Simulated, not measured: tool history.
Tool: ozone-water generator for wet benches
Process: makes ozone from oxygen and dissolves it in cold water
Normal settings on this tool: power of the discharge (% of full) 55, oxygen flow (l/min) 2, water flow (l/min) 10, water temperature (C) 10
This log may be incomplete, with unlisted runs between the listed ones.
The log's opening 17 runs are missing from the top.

| run | hour | power of the discharge (% of full) | oxygen flow (l/min) | water flow (l/min) | water temperature (C) | dissolved ozone (ppm) | ozone in the gas ahead of the water (g/m3) |
|---|---|---|---|---|---|---|---|
| 18 | 936.6 | 98 | 2 | 10 | 15 | 34.3 | 335 |
| 19 | 982.5 | 50 | 2 | 10 | 8 | 23.9 | 210.7 |
| 20 | 1048.6 | 44 | 2 | 10 | 8 | 21.4 | 193.6 |
| 21 | 1090.7 | 55 | 3.23 | 10 | 7 | 27.4 | 178.5 |
| 22 | 1165.9 | 55 | 3.23 | 9 | 14 | 26.5 | 178.8 |
| 23 | 1218.3 | 55 | 3.23 | 9 | 14 | 26.8 | 178.9 |
| 24 | 1260.1 | 55 | 3.6 | 9 | 14 | 26.7 | 169.2 |
| 25 | 1321.5 | 55 | 3.6 | 9 | 14 | 27 | 167.3 |
| 26 | 1369.4 | 55 | 3.6 | 9 | 14 | 26.6 | 168.6 |
| 27 | 1441.1 | 74 | 1.1 | 11 | 13 | 22.5 | 365.9 |
| 28 | 1476.5 | 52 | 2.72 | 14 | 13 | 17.5 | 184 |
| 29 | 1534.4 | 46 | 1.08 | 14 | 13 | 12.5 | 265.8 |
| 30 | 1608.4 | 63 | 2 | 10 | 17 | 24.7 | 243.5 |
| 31 | 1644.6 | 81 | 1.71 | 15 | 13 | 19.2 | 312.7 |
| 32 | 1699.1 | 81 | 3.11 | 15 | 13 | 22 | 234 |

Forecast each of these 3 alternatives for the next run:
| A | 1744.8 | 55 | 2 | 9 | 10 | ? | ? |
| B | 1744.8 | 99 | 2 | 10 | 10 | ? | ? |
| C | 1744.8 | 81 | 1.68 | 10 | 13 | ? | ? |

| run | dissolved ozone (ppm) | ozone in the gas ahead of the water (g/m3) |
|---|---|---|
| A | 26.6 | 221.5 |
| B | 35.6 | 330 |
| C | 29.1 | 311.8 |
The same runs, with their run-to-run variation unchanged, on a tool lacking any hidden condition would have given:
| run | dissolved ozone (ppm) | ozone in the gas ahead of the water (g/m3) |
|---|---|---|
| A | 28.3 | 228.4 |
| B | 38.5 | 345.3 |
| C | 31.4 | 324.6 |
